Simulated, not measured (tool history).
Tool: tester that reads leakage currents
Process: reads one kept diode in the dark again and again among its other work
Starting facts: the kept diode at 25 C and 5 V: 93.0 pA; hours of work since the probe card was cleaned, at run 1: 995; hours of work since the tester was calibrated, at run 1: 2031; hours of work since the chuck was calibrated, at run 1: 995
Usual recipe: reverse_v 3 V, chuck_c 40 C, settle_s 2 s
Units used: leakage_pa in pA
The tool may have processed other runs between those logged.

run	hour	reverse_v	chuck_c	settle_s	hours of work since the probe card was cleaned	hours of work since the tester was calibrated	hours of work since the chuck was calibrated	leakage_pa
1	0	3	40	2	995	2031	995	291.32
2	27.4	3	40	2	1014	2050	1014	293.12
3	62	3	40	2	1038	2074	1038	292.99
4	108.1	2.13	40	2	1071	2107	1071	245.03
5	139.7	2.13	55	2	1093	2129	1093	839.26
6	175	2.13	55	2	1118	2154	1118	841.02
7	207.3	2.21	40	0.34	1140	2176	1140	251.28
8	247.3	2.34	53	3.54	1169	2205	1169	755.85
# hour 255.4: probe card cleaned and baked
9	304.3	9.98	46	1.2	34	2243	1206	912.61
10	358.5	9.98	38	4.45	72	2281	1245	466.74
11	382.3	9.98	32	4.45	89	2297	1261	273.4

Consider 3 possible next runs. They are alternatives, not a sequence: every one starts from the tool as it was left by run 11. What does each give?
A	417.8	3	32	2	114	2322	1286	?
B	417.8	9.98	32	0.99	114	2322	1286	?
C	417.8	1.04	40	1.68	114	2322	1286	?

run	leakage_pa
A	147.21
B	278.14
C	171.58
With the hidden condition removed and each run's random variation left untouched, the same runs would have given:
run	leakage_pa
A	137.8
B	258.02
C	162.54

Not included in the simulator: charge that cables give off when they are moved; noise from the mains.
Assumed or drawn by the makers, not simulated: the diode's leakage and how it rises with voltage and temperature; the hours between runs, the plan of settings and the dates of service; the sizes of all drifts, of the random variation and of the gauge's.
